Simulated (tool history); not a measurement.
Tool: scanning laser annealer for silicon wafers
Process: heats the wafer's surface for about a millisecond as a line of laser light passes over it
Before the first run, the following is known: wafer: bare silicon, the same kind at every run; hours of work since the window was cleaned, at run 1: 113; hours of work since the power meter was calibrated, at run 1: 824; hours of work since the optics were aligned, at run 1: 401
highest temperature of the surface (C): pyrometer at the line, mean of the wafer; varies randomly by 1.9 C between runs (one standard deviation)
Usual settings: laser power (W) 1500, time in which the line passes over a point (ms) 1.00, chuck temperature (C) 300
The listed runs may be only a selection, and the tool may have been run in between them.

run     day  laser power (W)  time in which the line passes over a point (ms)  chuck temperature (C)  hours of work since the window was cleaned  hours of work since the power meter was calibrated  hours of work since the optics were aligned  highest temperature of the surface (C)
  1   0.000             1500                                             1.00                    300                                         113                                                 824                                          401                                    1088
  2   2.838             1500                                             1.00                    300                                         140                                                 852                                          429                                    1085
  3   4.658             1500                                             1.00                    297                                         158                                                 870                                          446                                    1082
  4   7.958             1500                                             1.00                    300                                         190                                                 902                                          478                                    1083
  5  11.008             1500                                             1.00                    300                                         220                                                 931                                          508                                    1079
  6  13.008             1500                                             1.00                    300                                         239                                                 951                                          527                                    1079
  7  15.800             1500                                             1.00                    300                                         266                                                 978                                          555                                    1084
  8  19.083             1500                                             1.00                    300                                         298                                                1010                                          587                                    1080
  9  21.125             1558                                             0.71                    300                                         318                                                1030                                          606                                     996
 10  23.029             1572                                             1.00                    300                                         337                                                1048                                          625                                    1117
 11  24.421             1572                                             1.20                    315                                         350                                                1062                                          638                                    1201
 12  27.708             1572                                             1.20                    269                                         382                                                1094                                          670                                    1152
 13  30.104             1468                                             1.20                    275                                         405                                                1117                                          694                                    1094

Consider 3 possible next runs. They are alternatives, not a sequence: every one starts from the tool as it was left by run 13. What does each give?
  A  32.533             1646                                             0.91                    300                                         429                                                1141                                          717                                       ?
  B  32.533             1602                                             1.01                    303                                         429                                                1141                                          717                                       ?
  C  32.533             1468                                             0.74                    275                                         429                                                1141                                          717                                       ?

run  highest temperature of the surface (C)
  A                                    1120
  B                                    1135
  C                                     933
With no hidden state in the tool, these same runs would have given:
run  highest temperature of the surface (C)
  A                                    1149
  B                                    1164
  C                                     956
